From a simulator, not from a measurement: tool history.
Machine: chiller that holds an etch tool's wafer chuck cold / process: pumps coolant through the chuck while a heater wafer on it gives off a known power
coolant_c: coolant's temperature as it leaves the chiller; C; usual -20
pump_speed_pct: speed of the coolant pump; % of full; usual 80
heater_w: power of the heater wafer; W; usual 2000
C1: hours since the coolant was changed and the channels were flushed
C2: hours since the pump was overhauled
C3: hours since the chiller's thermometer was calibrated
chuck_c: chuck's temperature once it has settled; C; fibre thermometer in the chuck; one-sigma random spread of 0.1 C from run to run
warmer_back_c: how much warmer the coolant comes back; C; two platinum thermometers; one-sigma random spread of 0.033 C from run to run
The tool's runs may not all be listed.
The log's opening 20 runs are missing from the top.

{"run": 21, "day": 84.242, "coolant_c": -13, "pump_speed_pct": 98, "heater_w": 2075, "C1": 1338, "C2": 6498, "C3": 3756, "chuck_c": 0.1, "warmer_back_c": 3.49}
{"run": 22, "day": 87.554, "coolant_c": -29, "pump_speed_pct": 61, "heater_w": 1175, "C1": 1417, "C2": 6577, "C3": 3836, "chuck_c": -18.6, "warmer_back_c": 3.13}
{"run": 23, "day": 91.8, "coolant_c": -29, "pump_speed_pct": 61, "heater_w": 1175, "C1": 1519, "C2": 6679, "C3": 3938, "chuck_c": -18.4, "warmer_back_c": 3.15}
{"run": 24, "day": 94.238, "coolant_c": -29, "pump_speed_pct": 61, "heater_w": 1175, "C1": 1578, "C2": 6738, "C3": 3996, "chuck_c": -18.5, "warmer_back_c": 3.09}
{"run": 25, "day": 98.138, "coolant_c": -29, "pump_speed_pct": 61, "heater_w": 1175, "C1": 1671, "C2": 6831, "C3": 4090, "chuck_c": -18.4, "warmer_back_c": 3.08}
{"run": 26, "day": 103.146, "coolant_c": -29, "pump_speed_pct": 90, "heater_w": 2231, "C1": 1791, "C2": 6951, "C3": 4210, "chuck_c": -13.8, "warmer_back_c": 4.07}
{"run": 27, "day": 108.108, "coolant_c": -29, "pump_speed_pct": 90, "heater_w": 2231, "C1": 1911, "C2": 7071, "C3": 4329, "chuck_c": -13.9, "warmer_back_c": 4.1}
{"day": 110.425, "done": "gauge calibrated"}
{"run": 28, "day": 112.604, "coolant_c": -20, "pump_speed_pct": 80, "heater_w": 1720, "C1": 2018, "C2": 7179, "C3": 4437, "chuck_c": -7.6, "warmer_back_c": 3.67}
{"day": 113.817, "done": "chiller's thermometer calibrated"}
{"run": 29, "day": 117.696, "coolant_c": -20, "pump_speed_pct": 80, "heater_w": 1720, "C1": 2140, "C2": 7300, "C3": 93, "chuck_c": -7.3, "warmer_back_c": 3.63}
{"run": 30, "day": 120.167, "coolant_c": -17, "pump_speed_pct": 86, "heater_w": 2586, "C1": 2199, "C2": 7359, "C3": 152, "chuck_c": 1, "warmer_back_c": 5.21}
{"run": 31, "day": 124.875, "coolant_c": -17, "pump_speed_pct": 86, "heater_w": 2586, "C1": 2312, "C2": 7472, "C3": 265, "chuck_c": 0.9, "warmer_back_c": 5.11}
{"run": 32, "day": 128.133, "coolant_c": -17, "pump_speed_pct": 86, "heater_w": 2586, "C1": 2390, "C2": 7550, "C3": 344, "chuck_c": 1, "warmer_back_c": 5.14}

What if the next run were any one of these 3? Each begins from the tool's condition after run 32:
{"run": "A", "day": 132.421, "coolant_c": -20, "pump_speed_pct": 72, "heater_w": 2000, "C1": 2493, "C2": 7653, "C3": 447, "chuck_c": "?", "warmer_back_c": "?"}
{"run": "B", "day": 132.421, "coolant_c": -11, "pump_speed_pct": 71, "heater_w": 1061, "C1": 2493, "C2": 7653, "C3": 447, "chuck_c": "?", "warmer_back_c": "?"}
{"run": "C", "day": 132.421, "coolant_c": -17, "pump_speed_pct": 82, "heater_w": 2586, "C1": 2493, "C2": 7653, "C3": 447, "chuck_c": "?", "warmer_back_c": "?"}

run=A chuck_c=-4.2 warmer_back_c=4.7
run=B chuck_c=-2.5 warmer_back_c=2.51
run=C chuck_c=1.6 warmer_back_c=5.45
With the hidden condition removed and each run's random variation left untouched, the same runs would have given:
run=A chuck_c=-4.2 warmer_back_c=4.75
run=B chuck_c=-2.5 warmer_back_c=2.55
run=C chuck_c=1.6 warmer_back_c=5.5

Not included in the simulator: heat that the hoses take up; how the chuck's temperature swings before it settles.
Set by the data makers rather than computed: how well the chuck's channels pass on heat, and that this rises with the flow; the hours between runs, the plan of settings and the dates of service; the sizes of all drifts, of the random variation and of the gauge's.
